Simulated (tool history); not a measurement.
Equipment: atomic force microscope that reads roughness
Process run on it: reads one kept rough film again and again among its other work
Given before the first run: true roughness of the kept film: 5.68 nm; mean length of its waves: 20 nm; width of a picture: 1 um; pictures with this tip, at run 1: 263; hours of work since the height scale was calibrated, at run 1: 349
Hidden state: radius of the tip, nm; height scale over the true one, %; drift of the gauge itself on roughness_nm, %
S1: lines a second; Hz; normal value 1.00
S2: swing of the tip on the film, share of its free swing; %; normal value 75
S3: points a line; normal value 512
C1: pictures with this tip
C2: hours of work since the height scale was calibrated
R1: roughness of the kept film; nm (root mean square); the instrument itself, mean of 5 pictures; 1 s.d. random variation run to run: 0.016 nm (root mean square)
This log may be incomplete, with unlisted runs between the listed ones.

run	hour	S1	S2	S3	C1	C2	R1
1	0.0	1.00	75	512	263	349	2.472
2	46.2	1.00	75	512	336	378	2.244
# hour 70.4: new tip fitted
3	97.2	1.00	75	346	42	409	3.516
4	157.0	1.00	60	346	136	446	3.050
5	214.0	1.00	75	337	226	481	2.576
6	292.4	1.00	75	673	349	530	2.202
# hour 305.8: new tip fitted
7	331.6	1.00	75	673	41	553	3.464
8	368.8	1.00	75	673	99	576	3.132
9	403.9	1.00	75	673	154	598	2.898
10	440.8	1.00	75	512	212	621	2.640
11	520.2	1.00	75	512	337	670	2.199
# hour 541.3: new tip fitted
12	559.7	1.00	75	512	29	694	3.674
13	623.6	1.00	75	512	129	733	3.091
14	676.7	1.00	75	512	213	766	2.744
15	754.7	1.00	75	512	335	814	2.304
# hour 777.0: new tip fitted
16	809.2	1.00	75	512	51	848	3.415
17	856.1	3.55	75	512	125	877	2.663
18	903.2	3.55	75	512	199	906	2.398
19	937.1	1.00	75	750	252	927	2.500
20	990.2	1.00	75	815	335	960	2.235
# hour 1012.1: new tip fitted
21	1049.8	1.00	61	313	59	996	3.452
22	1090.4	1.00	61	313	123	1021	3.061
23	1161.6	1.00	61	313	235	1065	2.592
24	1211.5	1.00	61	313	313	1096	2.291
# hour 1246.4: new tip fitted
25	1274.3	0.92	79	512	44	1134	3.468
26	1313.6	0.92	77	512	106	1159	3.153
27	1348.8	0.52	78	547	161	1180	2.901
28	1380.9	2.80	75	398	211	1200	2.456
29	1448.7	2.80	75	398	318	1242	2.111
# hour 1483.9: new tip fitted
30	1509.8	2.80	75	398	41	1279	3.198
31	1543.9	1.41	75	512	94	1301	3.115
32	1578.4	1.41	75	512	149	1322	2.849
33	1631.3	0.63	80	512	232	1355	2.572
34	1705.0	0.63	80	512	347	1400	2.195
# hour 1719.0: new tip fitted
35	1763.5	1.03	65	513	70	1436	3.391
36	1826.9	1.75	65	392	169	1475	2.751

Forecast run 37:
37	1887.6	1.09	66	392	265	1512	?

Run 37 gave R1 2.452 nm (root mean square).
On a tool with no hidden condition, and with the same random variation, this run would have come out at R1 3.909 nm (root mean square).
